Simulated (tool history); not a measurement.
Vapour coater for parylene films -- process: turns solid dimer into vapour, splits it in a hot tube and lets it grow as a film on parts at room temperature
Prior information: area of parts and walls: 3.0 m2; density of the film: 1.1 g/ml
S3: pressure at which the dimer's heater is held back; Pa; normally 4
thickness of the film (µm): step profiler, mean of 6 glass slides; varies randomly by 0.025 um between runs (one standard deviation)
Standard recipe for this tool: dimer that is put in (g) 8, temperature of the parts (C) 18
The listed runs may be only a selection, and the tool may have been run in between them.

Run 1, day 0: usual settings. Result: thickness of the film (µm) 1.74.
Run 2, day 0.725: usual settings. Result: thickness of the film (µm) 1.66.
Run 3, day 2.038: usual settings. Result: thickness of the film (µm) 1.67.
Run 4, day 3.208: usual settings. Result: thickness of the film (µm) 1.68.
Run 5, day 4.467: usual settings. Result: thickness of the film (µm) 1.68.
Run 6, day 5.796: usual settings but dimer that is put in (g) 4. Result: thickness of the film (µm) 0.83.
Run 7, day 7.054: usual settings but dimer that is put in (g) 4. Result: thickness of the film (µm) 0.81.

What will run 8 give?
Run 8, day 8.042: usual settings but dimer that is put in (g) 4, temperature of the parts (C) 25, S3 7.12 Pa. Result: thickness of the film (µm) ?.

{"run 8": {"thickness of the film (µm)": 0.66}}
Take away the tool's hidden state, keep the run-to-run variation as it was, and the same run would have given thickness of the film (µm) 0.74.
